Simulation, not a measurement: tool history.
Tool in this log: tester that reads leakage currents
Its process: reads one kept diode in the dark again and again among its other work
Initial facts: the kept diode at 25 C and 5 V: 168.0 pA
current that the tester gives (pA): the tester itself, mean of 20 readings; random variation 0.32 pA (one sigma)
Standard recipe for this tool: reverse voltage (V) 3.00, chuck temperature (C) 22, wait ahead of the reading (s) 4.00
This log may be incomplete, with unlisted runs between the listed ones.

run	day	reverse voltage (V)	chuck temperature (C)	wait ahead of the reading (s)	current that the tester gives (pA)
1	0.000	3.00	22	4.00	105.45
2	2.058	3.00	22	4.00	105.01
3	3.404	3.00	22	4.00	105.28
4	4.933	3.00	22	4.00	105.07
5	6.642	3.00	32	4.00	235.63
6	9.433	3.00	22	4.00	105.27
7	12.062	3.00	22	4.00	105.44
8	13.929	3.00	37	4.00	345.74
9	15.771	3.00	37	4.00	346.38
10	18.050	3.00	37	4.00	348.32
11	19.812	3.00	37	4.00	346.48
12	22.238	3.00	37	4.00	346.06
13	25.029	3.00	22	4.00	105.77
14	27.750	1.24	46	0.32	458.66
15	29.021	1.42	50	1.04	646.43
16	31.467	19.58	50	0.56	2005.37
17	34.333	2.35	30	1.16	182.67
18	35.667	5.32	29	0.67	240.74
19	37.467	5.32	29	0.67	239.95
20	39.533	5.32	29	4.98	237.46
21	41.483	3.00	22	0.33	107.94
22	43.850	2.95	38	1.66	372.44
23	46.458	1.54	45	1.66	467.34
24	49.162	12.10	45	1.66	1143.55
25	50.571	1.47	33	4.00	186.75
26	51.950	9.83	26	1.23	246.66

What if the next run were any one of these 5? Each begins from the tool's condition after run 26:
A	53.971	8.19	35	3.67	?
B	53.971	3.00	40	4.00	?
C	53.971	3.00	22	3.61	?
D	53.971	1.01	50	5.18	?
E	53.971	2.13	33	1.23	?

run	current that the tester gives (pA)
A	460.48
B	433.87
C	105.62
D	557.79
E	219.88
Had the tool no hidden state, the same runs would have come out as:
run	current that the tester gives (pA)
A	460.32
B	433.75
C	105.57
D	557.67
E	219.82
